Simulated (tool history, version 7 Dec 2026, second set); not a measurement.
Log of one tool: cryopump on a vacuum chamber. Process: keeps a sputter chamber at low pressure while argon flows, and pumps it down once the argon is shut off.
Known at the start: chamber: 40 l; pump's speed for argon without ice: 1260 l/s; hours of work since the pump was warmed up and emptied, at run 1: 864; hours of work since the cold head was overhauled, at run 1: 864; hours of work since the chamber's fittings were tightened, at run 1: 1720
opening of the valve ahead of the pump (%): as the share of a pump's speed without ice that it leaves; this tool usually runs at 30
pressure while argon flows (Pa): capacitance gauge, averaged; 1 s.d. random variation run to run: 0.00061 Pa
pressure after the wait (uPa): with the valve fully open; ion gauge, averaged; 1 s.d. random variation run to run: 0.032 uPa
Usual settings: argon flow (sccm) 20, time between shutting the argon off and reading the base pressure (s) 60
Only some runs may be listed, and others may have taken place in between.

run,hour,argon flow (sccm),time between shutting the argon off and reading the base pressure (s),opening of the valve ahead of the pump (%),hours of work since the pump was warmed up and emptied,hours of work since the cold head was overhauled,hours of work since the chamber's fittings were tightened,pressure while argon flows (Pa),pressure after the wait (uPa)
1,0.0,20,60,30,864,864,1720,0.0967,3.11
2,32.4,20,60,30,885,885,1741,0.0972,3.06
3,101.4,20,60,30,930,930,1785,0.0979,3.17
4,171.9,20,60,30,976,976,1831,0.0979,3.26
5,215.6,20,45,30,1004,1004,1859,0.0985,3.78
6,278.3,20,45,30,1045,1045,1900,0.0988,3.84
7,334.1,20,45,30,1081,1081,1936,0.0984,3.80
8,371.2,20,45,30,1105,1105,1960,0.0988,4.02
# hour 390.9: leaking fittings of the chamber tightened, without venting
9,424.6,20,45,30,1138,1138,22,0.0990,2.26
# hour 464.3: pump warmed up, emptied and cooled again
10,481.7,20,45,30,11,1172,56,0.0908,2.14
11,514.5,20,45,30,32,1193,77,0.0907,2.20
12,549.7,20,155,30,55,1216,100,0.0905,0.86
13,596.5,20,60,30,86,1246,130,0.0906,1.78
14,630.9,20,60,30,108,1268,152,0.0913,1.80
15,698.7,20,60,30,152,1312,196,0.0918,1.77
16,767.1,20,60,30,196,1357,240,0.0920,1.88
17,801.5,20,60,30,218,1379,263,0.0920,1.94
18,866.5,32,268,30,260,1421,305,0.1470,0.82
19,896.7,9,197,18,280,1441,324,0.0675,0.88
20,930.4,13,54,18,302,1462,346,0.0992,2.13
21,1000.6,13,74,15,347,1508,391,0.1191,1.67
22,1060.2,12,45,38,386,1546,430,0.0446,2.46
23,1104.4,12,45,38,414,1575,459,0.0442,2.46
24,1133.6,12,45,38,433,1594,478,0.0457,2.51
25,1178.2,17,48,30,462,1623,506,0.0794,2.46
26,1241.2,20,181,30,503,1664,547,0.0934,1.16
27,1306.4,10,53,47,545,1706,589,0.0314,2.34
28,1355.4,13,95,16,577,1738,621,0.1123,1.66
29,1403.9,13,95,16,608,1769,653,0.1125,1.66
30,1472.5,20,40,31,653,1813,697,0.0921,2.99
31,1539.8,24,65,31,696,1857,741,0.1129,2.25
32,1599.4,20,60,47,735,1895,779,0.0641,2.35
33,1635.4,38,254,41,758,1919,802,0.1375,1.28

Alternative continuations, all from the tool just after run 33; predict every row:
A,1672.0,38,114,27,782,1943,826,?,?
B,1672.0,16,34,18,782,1943,826,?,?
C,1672.0,20,120,30,782,1943,826,?,?

run,pressure while argon flows (Pa),pressure after the wait (uPa)
A,0.2027,1.72
B,0.1246,3.51
C,0.0966,1.69
Had the tool no hidden state, the same runs would have come out as:
run,pressure while argon flows (Pa),pressure after the wait (uPa)
A,0.1883,0.99
B,0.1186,2.78
C,0.0891,0.95

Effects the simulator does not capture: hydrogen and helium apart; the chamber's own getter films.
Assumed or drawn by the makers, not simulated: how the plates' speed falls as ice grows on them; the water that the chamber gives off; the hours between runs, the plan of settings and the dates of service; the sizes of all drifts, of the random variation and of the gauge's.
